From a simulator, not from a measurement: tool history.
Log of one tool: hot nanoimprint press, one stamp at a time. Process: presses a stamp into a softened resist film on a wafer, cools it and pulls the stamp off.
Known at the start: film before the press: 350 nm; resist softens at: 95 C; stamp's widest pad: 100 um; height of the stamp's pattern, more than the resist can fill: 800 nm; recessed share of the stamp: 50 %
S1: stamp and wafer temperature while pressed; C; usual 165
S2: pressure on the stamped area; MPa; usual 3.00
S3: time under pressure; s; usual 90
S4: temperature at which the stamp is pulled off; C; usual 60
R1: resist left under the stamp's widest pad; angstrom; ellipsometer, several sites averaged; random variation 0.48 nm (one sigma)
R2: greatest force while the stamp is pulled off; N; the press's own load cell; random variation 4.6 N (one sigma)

Run 1, hour 0.0: usual settings. Result: R1 1751 angstrom, R2 225 N.
Run 2, hour 24.9: usual settings. Result: R1 1755 angstrom, R2 232 N.
Run 3, hour 50.5: usual settings. Result: R1 1760 angstrom, R2 231 N.
Run 4, hour 92.3: usual settings. Result: R1 1758 angstrom, R2 227 N.
Run 5, hour 112.1: usual settings. Result: R1 1757 angstrom, R2 230 N.
Run 6, hour 133.9: usual settings but S2 4.67 MPa. Result: R1 1403 angstrom, R2 226 N.
Run 7, hour 174.5: usual settings but S2 4.67 MPa. Result: R1 1400 angstrom, R2 229 N.
Run 8, hour 191.1: usual settings but S2 4.67 MPa. Result: R1 1411 angstrom, R2 231 N.
Run 9, hour 229.5: usual settings but S2 4.67 MPa. Result: R1 1401 angstrom, R2 226 N.
Run 10, hour 247.2: usual settings but S3 49 s. Result: R1 2137 angstrom, R2 223 N.
Run 11, hour 266.6: usual settings but S1 176 C, S2 2.71 MPa, S3 60 s. Result: R1 1314 angstrom, R2 225 N.
Run 12, hour 283.5: usual settings but S1 174 C, S3 62 s. Result: R1 1341 angstrom, R2 221 N.
Run 13, hour 312.9: usual settings but S1 174 C, S3 130 s. Result: R1 1015 angstrom, R2 231 N.
Run 14, hour 331.6: usual settings but S2 2.04 MPa, S4 54 C. Result: R1 2121 angstrom, R2 240 N.
Run 15, hour 356.4: usual settings but S1 174 C, S2 2.53 MPa, S3 56 s, S4 50 C. Result: R1 1520 angstrom, R2 249 N.
Run 16, hour 375.9: usual settings but S1 174 C, S2 2.53 MPa, S3 56 s, S4 50 C. Result: R1 1532 angstrom, R2 249 N.
Run 17, hour 416.1: usual settings but S1 174 C, S2 2.53 MPa, S3 56 s, S4 51 C. Result: R1 1524 angstrom, R2 249 N.
Run 18, hour 433.8: usual settings but S1 153 C, S2 2.53 MPa, S3 104 s, S4 65 C. Result: R1 2879 angstrom, R2 216 N.
Run 19, hour 467.5: usual settings but S1 153 C, S2 2.53 MPa, S3 104 s, S4 65 C. Result: R1 2871 angstrom, R2 214 N.
Run 20, hour 488.2: usual settings but S2 4.66 MPa, S4 63 C. Result: R1 1409 angstrom, R2 225 N.

Not shown: 2 entries that the log had between the listed runs. Between which runs, and how does the tool's hidden state differ before and after?
Between runs 3 and 4: stamp cleaned and given a new release coat (hour 84.5)
  grip of the stamp's worn release coat, % over a new coat's: 0.8 -> 0; drift of the gauge itself on residual_nm, %: 0.1 -> 0.17
  measured less the result without the state, R1: +3 -> +3 angstrom
Between runs 18 and 19: press's hydraulic seals changed and the load cell set to zero (hour 455.3)
  pressure that arrives at the usual setting, %: 99.88 -> 99.98; grip of the stamp's worn release coat, % over a new coat's: 0.5 -> 0.6; drift of the gauge itself on residual_nm, %: 0.86 -> 0.91
  measured less the result without the state, R1: +24 -> +25 angstrom
